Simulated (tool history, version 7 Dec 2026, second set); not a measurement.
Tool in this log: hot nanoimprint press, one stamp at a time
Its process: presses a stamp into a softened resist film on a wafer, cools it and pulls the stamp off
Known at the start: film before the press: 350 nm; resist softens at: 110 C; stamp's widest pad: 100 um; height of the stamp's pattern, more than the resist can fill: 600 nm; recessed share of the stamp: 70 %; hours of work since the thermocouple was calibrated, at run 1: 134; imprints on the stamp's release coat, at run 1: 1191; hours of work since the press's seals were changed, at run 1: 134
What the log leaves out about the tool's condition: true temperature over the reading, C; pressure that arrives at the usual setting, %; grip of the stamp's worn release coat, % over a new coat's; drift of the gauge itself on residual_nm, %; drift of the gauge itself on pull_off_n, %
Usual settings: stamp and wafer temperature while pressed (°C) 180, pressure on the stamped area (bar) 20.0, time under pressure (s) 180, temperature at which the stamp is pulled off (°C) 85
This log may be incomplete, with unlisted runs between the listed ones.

run   hour  stamp and wafer temperature while pressed (°C)  pressure on the stamped area (bar)  time under pressure (s)  temperature at which the stamp is pulled off (°C)  hours of work since the thermocouple was calibrated  imprints on the stamp's release coat  hours of work since the press's seals were changed  resist left under the stamp's widest pad (nm)  greatest force while the stamp is pulled off (N)
  1    0.0                                             180                                20.0                      180                                                 85                                                  134                                  1191                                                 134                                          189.9                                               182
  2   17.7                                             180                                20.0                      180                                                 85                                                  146                                  1235                                                 146                                          189.0                                               179
  3   32.5                                             180                                20.0                      180                                                 85                                                  156                                  1272                                                 156                                          189.1                                               185
  4   44.5                                             180                                20.0                      180                                                 85                                                  164                                  1302                                                 164                                          186.2                                               177
  5   62.9                                             180                                20.0                      180                                                 85                                                  177                                  1348                                                 177                                          187.1                                               173
  6   81.9                                             180                                20.0                      180                                                 85                                                  189                                  1395                                                 189                                          188.4                                               177
  7   95.1                                             180                                20.0                      180                                                 85                                                  198                                  1428                                                 198                                          187.7                                               182
  8  107.7                                             180                                20.0                      180                                                 85                                                  207                                  1460                                                 207                                          186.6                                               180
  9  117.8                                             180                                20.0                      180                                                 85                                                  214                                  1485                                                 214                                          187.1                                               173
 10  132.8                                             180                                20.0                      180                                                 85                                                  224                                  1522                                                 224                                          186.5                                               181
     145.3  -- stamp cleaned and given a new release coat
 11  159.8                                             180                                20.0                      180                                                 84                                                  238                                    36                                                 238                                          185.7                                               182
 12  168.2                                             185                                20.0                      180                                                 85                                                  244                                    57                                                 244                                          152.7                                               183
 13  186.8                                             185                                20.0                      180                                                 85                                                  257                                   104                                                 257                                          150.4                                               174
 14  207.6                                             180                                20.0                      180                                                 85                                                  271                                   156                                                 271                                          186.4                                               174
 15  225.7                                             180                                20.0                      180                                                 85                                                  283                                   201                                                 283                                          186.4                                               176
 16  245.3                                             185                                16.3                      323                                                 88                                                  296                                   250                                                 296                                          139.8                                               166
 17  258.8                                             168                                25.8                      329                                                 80                                                  305                                   283                                                 305                                          232.7                                               193
 18  269.6                                             180                                20.0                      126                                                 92                                                  313                                   310                                                 313                                          206.7                                               144
 19  288.4                                             169                                28.6                      309                                                 92                                                  325                                   357                                                 325                                          215.3                                               147
 20  299.1                                             186                                30.4                      180                                                 85                                                  333                                   384                                                 333                                          113.5                                               179
 21  316.4                                             186                                30.4                      180                                                 85                                                  344                                   427                                                 344                                          111.9                                               183
 22  333.5                                             178                                16.0                      180                                                 74                                                  356                                   469                                                 356                                          223.1                                               229
 23  345.0                                             178                                16.0                      180                                                 74                                                  364                                   498                                                 364                                          223.8                                               219
 24  354.0                                             180                                21.1                      180                                                 72                                                  370                                   521                                                 370                                          179.5                                               233
 25  366.4                                             180                                21.1                      180                                                 72                                                  378                                   551                                                 378                                          179.2                                               235
 26  382.8                                             180                                21.1                      180                                                 72                                                  389                                   592                                                 389                                          180.4                                               229
 27  394.2                                             169                                31.3                      141                                                 72                                                  397                                   621                                                 397                                          249.1                                               231
 28  407.8                                             172                                18.8                      141                                                 87                                                  406                                   655                                                 406                                          269.7                                               173
 29  420.4                                             184                                23.9                      141                                                 87                                                  415                                   686                                                 415                                          152.5                                               168

Forecast each of these 5 alternatives for the next run:
  A  428.9                                             190                                20.0                      221                                                 85                                                  421                                   707                                                 421                                              ?                                                 ?
  B  428.9                                             191                                23.9                      141                                                 87                                                  421                                   707                                                 421                                              ?                                                 ?
  C  428.9                                             180                                20.8                      180                                                 85                                                  421                                   707                                                 421                                              ?                                                 ?
  D  428.9                                             186                                14.1                      237                                                 87                                                  421                                   707                                                 421                                              ?                                                 ?
  E  428.9                                             188                                21.6                      180                                                 85                                                  421                                   707                                                 421                                              ?                                                 ?

run  resist left under the stamp's widest pad (nm)  greatest force while the stamp is pulled off (N)
  A                                          111.7                                               182
  B                                          112.4                                               171
  C                                          180.1                                               173
  D                                          158.1                                               172
  E                                          124.1                                               187
Had the tool no hidden state, the same runs would have come out as:
run  resist left under the stamp's widest pad (nm)  greatest force while the stamp is pulled off (N)
  A                                          114.1                                               181
  B                                          114.8                                               170
  C                                          184.0                                               172
  D                                          161.6                                               171
  E                                          126.7                                               185
